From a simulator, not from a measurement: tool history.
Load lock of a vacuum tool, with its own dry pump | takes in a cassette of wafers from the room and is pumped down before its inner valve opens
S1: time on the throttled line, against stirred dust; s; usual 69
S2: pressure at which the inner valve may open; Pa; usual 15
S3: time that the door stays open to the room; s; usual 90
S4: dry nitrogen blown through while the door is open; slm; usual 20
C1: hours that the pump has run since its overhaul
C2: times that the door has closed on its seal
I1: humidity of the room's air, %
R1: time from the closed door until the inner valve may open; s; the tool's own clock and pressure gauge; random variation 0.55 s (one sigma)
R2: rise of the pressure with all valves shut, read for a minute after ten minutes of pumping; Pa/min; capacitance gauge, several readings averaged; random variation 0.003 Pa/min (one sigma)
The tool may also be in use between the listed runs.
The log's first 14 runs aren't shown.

run	day	S1	S2	S3	S4	C1	C2	I1	R1	R2
15	112.404	69	15	90	31	7011	44520	47.9	94.1	0.039
16	121.408	69	15	90	41	7227	45088	49	94.1	0.037
17	131.375	69	15	90	41	7466	45717	45.3	94	0.031
18	139.679	69	13	90	41	7665	46242	47.4	94	0.037
19	148.012	69	13	90	41	7865	46768	43.2	94.7	0.035
20	157.833	69	13	90	41	8101	47388	46.9	93.8	0.036
21	165.917	69	15	90	5	8295	47899	42.7	94	0.061
22	174.354	69	24	41	20	8497	48432	42.5	91.8	0.034
23	179.546	69	24	41	20	8622	48759	41	92.8	0.033
24	187.567	57	24	67	5	8815	49266	45.9	81.2	0.064
25	197.483	57	24	67	5	9053	49892	45.1	81.3	0.06
26	204.983	57	24	67	11	9233	50366	46.2	80.6	0.061
27	213	69	15	62	20	9425	50872	45.8	93.4	0.046
28	219.621	69	15	62	20	9584	51290	46.5	94	0.042
29	226.604	69	15	128	20	9751	51731	43.5	92.8	0.055
30	236.475	74	15	163	20	9988	52354	44.7	98.1	0.059
31	243	74	27	163	15	10145	52766	48.5	95.8	0.07
32	248.308	93	10	90	7	10272	53102	46.6	115.4	0.063
33	255.008	93	10	90	7	10433	53525	47.4	117	0.07
34	264.738	53	15	156	20	10667	54139	48.9	79.1	0.059
35	272.15	58	15	90	34	10845	54607	45.4	83.7	0.037
36	280.967	58	15	26	34	11056	55164	42	83.7	0.017

Forecast each of these 4 alternatives for the next run:
A	291.171	69	15	90	11	11301	55808	43.9	?	?
B	291.171	67	15	72	12	11301	55808	45.4	?	?
C	291.171	58	16	81	34	11301	55808	46.6	?	?
D	291.171	69	15	102	8	11301	55808	42.8	?	?

run	R1	R2
A	93.9	0.052
B	92	0.057
C	84.7	0.039
D	94.3	0.066
Without the tool's hidden state the same runs would have given:
run	R1	R2
A	93.9	0.051
B	92	0.056
C	84.7	0.038
D	94.3	0.065

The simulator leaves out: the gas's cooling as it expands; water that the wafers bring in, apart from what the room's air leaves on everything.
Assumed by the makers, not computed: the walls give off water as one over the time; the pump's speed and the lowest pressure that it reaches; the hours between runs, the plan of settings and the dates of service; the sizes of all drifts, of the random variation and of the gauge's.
